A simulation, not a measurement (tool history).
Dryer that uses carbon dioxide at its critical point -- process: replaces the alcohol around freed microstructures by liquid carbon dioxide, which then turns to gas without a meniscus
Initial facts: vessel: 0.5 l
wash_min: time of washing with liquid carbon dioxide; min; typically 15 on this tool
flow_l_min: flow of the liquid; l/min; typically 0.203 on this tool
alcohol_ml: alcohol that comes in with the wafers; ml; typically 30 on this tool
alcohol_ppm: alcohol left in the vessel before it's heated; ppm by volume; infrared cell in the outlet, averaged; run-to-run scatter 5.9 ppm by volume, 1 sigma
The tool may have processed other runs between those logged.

{"run": 1, "hour": 0.0, "wash_min": 15, "flow_l_min": 0.203, "alcohol_ml": 30, "alcohol_ppm": 435}
{"run": 2, "hour": 13.1, "wash_min": 15, "flow_l_min": 0.203, "alcohol_ml": 30, "alcohol_ppm": 443}
{"run": 3, "hour": 19.0, "wash_min": 15, "flow_l_min": 0.203, "alcohol_ml": 30, "alcohol_ppm": 445}
{"run": 4, "hour": 32.1, "wash_min": 15, "flow_l_min": 0.203, "alcohol_ml": 30, "alcohol_ppm": 446}
{"run": 5, "hour": 38.5, "wash_min": 15, "flow_l_min": 0.203, "alcohol_ml": 50, "alcohol_ppm": 751}
{"run": 6, "hour": 50.0, "wash_min": 15, "flow_l_min": 0.203, "alcohol_ml": 50, "alcohol_ppm": 767}
{"run": 7, "hour": 61.9, "wash_min": 11, "flow_l_min": 0.15, "alcohol_ml": 30, "alcohol_ppm": 4291}
{"run": 8, "hour": 71.4, "wash_min": 12, "flow_l_min": 0.198, "alcohol_ml": 119, "alcohol_ppm": 5250}
{"run": 9, "hour": 80.8, "wash_min": 12, "flow_l_min": 0.245, "alcohol_ml": 41, "alcohol_ppm": 775}
{"run": 10, "hour": 92.2, "wash_min": 15, "flow_l_min": 0.132, "alcohol_ml": 82, "alcohol_ppm": 6896}
{"run": 11, "hour": 102.2, "wash_min": 15, "flow_l_min": 0.203, "alcohol_ml": 25, "alcohol_ppm": 410}
{"run": 12, "hour": 116.5, "wash_min": 18, "flow_l_min": 0.194, "alcohol_ml": 52, "alcohol_ppm": 425}

Below are 4 alternative next runs, each starting from the tool's condition after run 12. Predict each:
{"run": "A", "hour": 128.9, "wash_min": 9, "flow_l_min": 0.235, "alcohol_ml": 30, "alcohol_ppm": "?"}
{"run": "B", "hour": 128.9, "wash_min": 15, "flow_l_min": 0.181, "alcohol_ml": 30, "alcohol_ppm": "?"}
{"run": "C", "hour": 128.9, "wash_min": 15, "flow_l_min": 0.133, "alcohol_ml": 76, "alcohol_ppm": "?"}
{"run": "D", "hour": 128.9, "wash_min": 15, "flow_l_min": 0.192, "alcohol_ml": 30, "alcohol_ppm": "?"}

run=A alcohol_ppm=2068
run=B alcohol_ppm=808
run=C alcohol_ppm=6477
run=D alcohol_ppm=651
Had the tool no hidden state, the same runs would have come out as:
run=A alcohol_ppm=1159
run=B alcohol_ppm=383
run=C alcohol_ppm=3749
run=D alcohol_ppm=291

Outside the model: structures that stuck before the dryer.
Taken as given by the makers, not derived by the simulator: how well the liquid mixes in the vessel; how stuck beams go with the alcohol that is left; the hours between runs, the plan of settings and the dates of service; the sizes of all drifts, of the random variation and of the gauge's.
